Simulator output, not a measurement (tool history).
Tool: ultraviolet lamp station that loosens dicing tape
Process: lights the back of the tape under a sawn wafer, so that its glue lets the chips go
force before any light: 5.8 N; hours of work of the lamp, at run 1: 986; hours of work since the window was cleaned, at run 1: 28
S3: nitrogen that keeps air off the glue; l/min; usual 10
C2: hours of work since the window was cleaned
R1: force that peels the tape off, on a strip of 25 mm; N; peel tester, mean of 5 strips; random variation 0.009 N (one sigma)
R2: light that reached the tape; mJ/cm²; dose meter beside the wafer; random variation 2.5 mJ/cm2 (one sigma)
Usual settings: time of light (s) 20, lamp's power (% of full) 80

Run 1, hour 0: usual settings; hours of work of the lamp 986; C2 28. Result: R1 0.577 N, R2 226 mJ/cm².
Run 2, hour 49.7: usual settings but S3 15 l/min; hours of work of the lamp 1014; C2 55. Result: R1 0.504 N, R2 225 mJ/cm².
Run 3, hour 111.7: usual settings but S3 15 l/min; hours of work of the lamp 1048; C2 90. Result: R1 0.516 N, R2 225 mJ/cm².
Run 4, hour 170.5: usual settings but S3 15 l/min; hours of work of the lamp 1081; C2 122. Result: R1 0.544 N, R2 212 mJ/cm².
Run 5, hour 230.3: usual settings but time of light (s) 13; hours of work of the lamp 1114; C2 155. Result: R1 1.392 N, R2 137 mJ/cm².
Run 6, hour 264.8: usual settings but time of light (s) 13; hours of work of the lamp 1133; C2 174. Result: R1 1.382 N, R2 135 mJ/cm².
Run 7, hour 320.2: usual settings; hours of work of the lamp 1164; C2 205. Result: R1 0.699 N, R2 208 mJ/cm².
Run 8, hour 357.9: usual settings; hours of work of the lamp 1184; C2 226. Result: R1 0.696 N, R2 203 mJ/cm².
Run 9, hour 390.8: usual settings; hours of work of the lamp 1203; C2 244. Result: R1 0.737 N, R2 208 mJ/cm².
Run 10, hour 448.6: usual settings; hours of work of the lamp 1235; C2 276. Result: R1 0.755 N, R2 204 mJ/cm².
Run 11, hour 493.8: usual settings; hours of work of the lamp 1260; C2 301. Result: R1 0.746 N, R2 204 mJ/cm².
Run 12, hour 530.8: usual settings; hours of work of the lamp 1280; C2 322. Result: R1 0.771 N, R2 200 mJ/cm².
Run 13, hour 556.9: usual settings; hours of work of the lamp 1295; C2 336. Result: R1 0.805 N, R2 195 mJ/cm².
Run 14, hour 600.9: usual settings but S3 9 l/min; hours of work of the lamp 1319; C2 361. Result: R1 0.86 N, R2 195 mJ/cm².
Run 15, hour 631.2: usual settings but time of light (s) 22; hours of work of the lamp 1336; C2 377. Result: R1 0.696 N, R2 213 mJ/cm².
Run 16, hour 693.9: usual settings but time of light (s) 22; hours of work of the lamp 1371; C2 412. Result: R1 0.74 N, R2 208 mJ/cm².
Run 17, hour 752.2: usual settings; hours of work of the lamp 1403; C2 444. Result: R1 0.892 N, R2 187 mJ/cm².
Run 18, hour 808.3: usual settings but time of light (s) 11, S3 5 l/min; hours of work of the lamp 1434; C2 475. Result: R1 2.464 N, R2 100 mJ/cm².
Run 19, hour 840.5: usual settings but lamp's power (% of full) 60; hours of work of the lamp 1452; C2 493. Result: R1 1.412 N, R2 136 mJ/cm².
Run 20, hour 880.8: usual settings but lamp's power (% of full) 60; hours of work of the lamp 1474; C2 516. Result: R1 1.441 N, R2 137 mJ/cm².
Run 21, hour 943.2: usual settings but lamp's power (% of full) 60; hours of work of the lamp 1509; C2 550. Result: R1 1.538 N, R2 132 mJ/cm².
Run 22, hour 976.8: usual settings but time of light (s) 12, lamp's power (% of full) 90, S3 4 l/min; hours of work of the lamp 1527; C2 569. Result: R1 2.225 N, R2 116 mJ/cm².
Run 23, hour 1033.4: usual settings but time of light (s) 17, lamp's power (% of full) 60, S3 17 l/min; hours of work of the lamp 1559; C2 600. Result: R1 1.599 N, R2 108 mJ/cm².
Run 24, hour 1076.7: usual settings but time of light (s) 17, lamp's power (% of full) 77, S3 17 l/min; hours of work of the lamp 1583; C2 624. Result: R1 1.13 N, R2 138 mJ/cm².
At hour 1086.9: window cleaned of glue's vapour.
Run 25, hour 1115.9: usual settings but time of light (s) 17, lamp's power (% of full) 77, S3 17 l/min; hours of work of the lamp 1604; C2 16. Result: R1 0.99 N, R2 154 mJ/cm².
Run 26, hour 1157.6: usual settings but time of light (s) 16, lamp's power (% of full) 66, S3 7 l/min; hours of work of the lamp 1627; C2 39. Result: R1 1.797 N, R2 122 mJ/cm².
At hour 1181.1: lamp changed.
Run 27, hour 1217.2: usual settings but time of light (s) 24, lamp's power (% of full) 70, S3 4 l/min; hours of work of the lamp 20; C2 72. Result: R1 0.607 N, R2 303 mJ/cm².
Run 28, hour 1254.1: usual settings but time of light (s) 24, lamp's power (% of full) 70, S3 4 l/min; hours of work of the lamp 40; C2 92. Result: R1 0.631 N, R2 294 mJ/cm².
Run 29, hour 1290.4: usual settings but time of light (s) 24, lamp's power (% of full) 93, S3 5 l/min; hours of work of the lamp 61; C2 112. Result: R1 0.31 N, R2 391 mJ/cm².
Run 30, hour 1332.2: usual settings but time of light (s) 26, lamp's power (% of full) 92, S3 12 l/min; hours of work of the lamp 84; C2 135. Result: R1 0.204 N, R2 417 mJ/cm².
Run 31, hour 1384.9: usual settings but time of light (s) 11, S3 5 l/min; hours of work of the lamp 113; C2 165. Result: R1 1.62 N, R2 149 mJ/cm².
Run 32, hour 1438: usual settings but time of light (s) 29, S3 3 l/min; hours of work of the lamp 142; C2 194. Result: R1 0.434 N, R2 396 mJ/cm².
Run 33, hour 1496: usual settings but time of light (s) 29, S3 3 l/min; hours of work of the lamp 174; C2 226. Result: R1 0.463 N, R2 386 mJ/cm².
Run 34, hour 1531.6: usual settings but time of light (s) 29, S3 3 l/min; hours of work of the lamp 194; C2 246. Result: R1 0.484 N, R2 385 mJ/cm².

Forecast each of these 4 alternatives for the next run:
Run A, hour 1578.4: usual settings but lamp's power (% of full) 96, S3 4 l/min; hours of work of the lamp 220; C2 272. Result: R1 ?, R2 ?.
Run B, hour 1578.4: usual settings but time of light (s) 19, S3 11 l/min; hours of work of the lamp 220; C2 272. Result: R1 ?, R2 ?.
Run C, hour 1578.4: usual settings but lamp's power (% of full) 91, S3 4 l/min; hours of work of the lamp 220; C2 272. Result: R1 ?, R2 ?.
Run D, hour 1578.4: usual settings but S3 13 l/min; hours of work of the lamp 220; C2 272. Result: R1 ?, R2 ?.

run     R1   R2
  A  0.554  315
  B  0.486  245
  C  0.634  298
  D  0.405  263
Without the tool's hidden state the same runs would have given:
run     R1   R2
  A  0.446  352
  B  0.393  274
  C  0.513  333
  D  0.329  294
